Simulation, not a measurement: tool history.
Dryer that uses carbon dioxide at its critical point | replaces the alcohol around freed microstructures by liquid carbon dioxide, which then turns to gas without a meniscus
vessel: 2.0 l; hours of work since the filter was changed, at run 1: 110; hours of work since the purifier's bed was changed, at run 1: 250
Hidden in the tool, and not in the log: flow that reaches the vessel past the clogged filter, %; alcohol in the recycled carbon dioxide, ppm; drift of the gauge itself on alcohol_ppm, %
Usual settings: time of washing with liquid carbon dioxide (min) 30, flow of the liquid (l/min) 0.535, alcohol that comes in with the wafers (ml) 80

run	day	time of washing with liquid carbon dioxide (min)	flow of the liquid (l/min)	alcohol that comes in with the wafers (ml)	hours of work since the filter was changed	hours of work since the purifier's bed was changed	alcohol left in the vessel before it's heated (ppm by volume)
1	0.000	30	0.535	80	110	250	167
2	0.283	30	0.535	80	114	254	177
3	0.550	30	0.535	80	118	258	171
4	0.812	30	0.535	80	122	263	170
5	1.258	20	0.535	80	129	269	937
6	1.554	30	0.893	80	134	274	63
7	1.875	30	0.893	80	139	279	61
8	2.254	30	0.893	80	145	285	56
9	2.588	30	0.535	80	150	290	193
10	2.838	30	0.436	80	154	294	477
11	3.146	30	0.436	80	158	299	497
12	3.533	42	0.436	80	164	305	138
13	3.950	30	0.586	80	171	311	151
14	4.338	30	0.586	80	177	317	144
15	4.783	30	0.586	80	184	324	158
16	5.008	30	0.586	80	187	328	149
17	5.258	30	0.535	100	191	332	256
18	5.704	30	0.535	24	198	338	118
19	6.150	30	0.535	24	205	345	114
20	6.521	30	0.535	24	211	351	110
21	6.917	30	0.535	24	217	357	118
22	7.108	26	0.646	44	220	360	133
23	7.350	26	0.513	44	224	364	315
24	7.708	26	0.513	44	229	370	327
25	7.900	21	0.807	86	232	373	206
26	8.117	21	0.807	86	236	376	197
27	8.421	43	0.807	31	240	381	65
28	8.821	43	0.807	31	246	387	70
29	9.096	43	0.807	31	251	391	77
# day 9.225: inlet filter changed
30	9.371	43	0.807	31	2	395	71
31	9.788	43	0.807	31	9	401	75
32	9.971	40	0.640	50	12	404	74
33	10.183	40	0.640	50	15	407	78
34	10.462	44	0.535	80	19	412	81
35	10.817	21	0.535	31	25	417	309
36	11.054	30	0.741	35	28	421	80
37	11.350	20	0.727	49	33	425	179
38	11.604	20	0.573	105	37	429	798
39	11.808	23	0.573	105	40	432	460
40	12.108	43	0.828	23	45	437	87
41	12.375	43	0.828	23	49	441	80
42	12.671	30	0.400	80	53	446	592

Hidden state at the last listed run before each entry between runs and at the first one after, where it differs:
Between runs 29 and 30: inlet filter changed (day 9.225)
  flow that reaches the vessel past the clogged filter, %: 87.4 -> 99.8; alcohol in the recycled carbon dioxide, ppm: 73.3 -> 73.9
  measured less the result without the state, alcohol left in the vessel before it's heated (ppm by volume): +69 -> +71

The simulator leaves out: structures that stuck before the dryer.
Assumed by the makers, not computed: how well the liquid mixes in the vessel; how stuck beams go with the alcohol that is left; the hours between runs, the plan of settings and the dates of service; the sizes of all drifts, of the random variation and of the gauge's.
